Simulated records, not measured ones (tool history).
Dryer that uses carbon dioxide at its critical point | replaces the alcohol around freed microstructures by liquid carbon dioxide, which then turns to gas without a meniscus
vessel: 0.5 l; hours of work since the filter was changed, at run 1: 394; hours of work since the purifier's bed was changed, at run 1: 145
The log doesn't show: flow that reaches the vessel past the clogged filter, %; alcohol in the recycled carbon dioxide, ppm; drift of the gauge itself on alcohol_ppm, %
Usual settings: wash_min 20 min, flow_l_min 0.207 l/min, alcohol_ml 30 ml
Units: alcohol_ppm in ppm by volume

run	hour	wash_min	flow_l_min	alcohol_ml	hours of work since the filter was changed	hours of work since the purifier's bed was changed	alcohol_ppm
1	0	20	0.207	30	394	145	247
2	22.8	14	0.207	30	402	153	1227
3	43.1	14	0.207	30	409	160	1220
4	54.8	20	0.207	76	413	165	585
5	68.8	20	0.207	76	418	170	613
6	90.8	20	0.207	38	426	177	324
# hour 100: inlet filter changed
7	114.1	20	0.207	38	5	185	230
8	136.3	20	0.167	46	13	193	791
9	158.2	20	0.167	46	21	201	775
10	174.4	20	0.243	22	26	207	85
11	196.6	21	0.308	30	34	215	51
12	214	21	0.308	30	40	221	61

Forecast each of these 4 alternatives for the next run:
A	236.8	31	0.229	73	49	229	?
B	236.8	21	0.308	39	49	229	?
C	236.8	16	0.207	36	49	229	?
D	236.8	21	0.308	29	49	229	?

run	alcohol_ppm
A	61
B	61
C	632
D	57
Without the tool's hidden state the same runs would have given:
run	alcohol_ppm
A	9
B	8
C	549
D	6
